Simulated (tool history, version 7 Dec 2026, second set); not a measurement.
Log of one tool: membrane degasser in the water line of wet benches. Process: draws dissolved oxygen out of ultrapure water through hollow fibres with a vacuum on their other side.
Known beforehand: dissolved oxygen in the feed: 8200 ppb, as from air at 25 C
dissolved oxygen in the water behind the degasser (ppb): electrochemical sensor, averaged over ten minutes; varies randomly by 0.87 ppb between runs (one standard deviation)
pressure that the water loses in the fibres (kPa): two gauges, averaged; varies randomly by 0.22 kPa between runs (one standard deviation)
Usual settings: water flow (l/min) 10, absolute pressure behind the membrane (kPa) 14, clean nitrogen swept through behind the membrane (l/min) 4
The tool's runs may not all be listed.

run,hour,water flow (l/min),absolute pressure behind the membrane (kPa),clean nitrogen swept through behind the membrane (l/min),dissolved oxygen in the water behind the degasser (ppb),pressure that the water loses in the fibres (kPa)
1,0,10,14,4,87.1,55.47
2,102.8,10,14,4,86.5,55.54
3,211,10,14,4,86.3,55.42
4,265.6,10,14,4,86.7,55.59
# hour 292.5: vacuum gauge calibrated
5,354.5,10,14,4,87.4,55.78
6,482,10,14,4,87.1,55.62
7,603.7,8,14,4,63.2,44.44
8,702.7,8,14,4,64,44.44
9,786.4,10,14,4,87.9,55.53
# hour 806.1: vacuum gauge calibrated, once more
10,876.9,10,14,2.43,130.6,55.78
# hour 947: seals of the vacuum lines changed
11,947,10,14,2.43,120.5,55.99
12,1021.9,10,17.4,4,103.2,55.88
13,1128,9,22.8,4,118.3,50.49
14,1185,11,20.6,4.05,141.7,61.49
15,1261.8,11,20.6,4.05,138.9,61.36
16,1340,10,15,4,88,55.93
17,1451.5,10,15,4,87.3,55.74
18,1564.4,10,15,4,87.6,55.59
19,1625.6,9,32.7,6.56,110,50.66
20,1741.3,9,32.7,6.56,111.2,50.33

Below, some changes in dissolved oxygen in the water behind the degasser (ppb) between adjacent runs. For each, the amount present without the hidden state too (settings, incoming material, random variation) and the amount remaining for the hidden state with gauge scatter not shared by both compared results:
Hidden state present: membrane still open, %; true pressure behind the membrane over the reading, kPa; air that leaks in behind the membrane, l/min; drift of the gauge itself on oxygen_ppb, %; drift of the gauge itself on loss_of_pressure_kpa, %.
Run 9 -> 10: clean nitrogen swept through behind the membrane (l/min) 4 -> 2.43, vacuum gauge calibrated, once more. dissolved oxygen in the water behind the degasser (ppb) +42.7: hidden state +1.7, all else +41.
Run 10 -> 11: seals of the vacuum lines changed. dissolved oxygen in the water behind the degasser (ppb) -10.1: hidden state -7.2, all else -2.9.
Run 15 -> 16: water flow (l/min) 11 -> 10, absolute pressure behind the membrane (kPa) 20.6 -> 15, clean nitrogen swept through behind the membrane (l/min) 4.05 -> 4. dissolved oxygen in the water behind the degasser (ppb) -50.9: hidden state -0.2, all else -50.7.
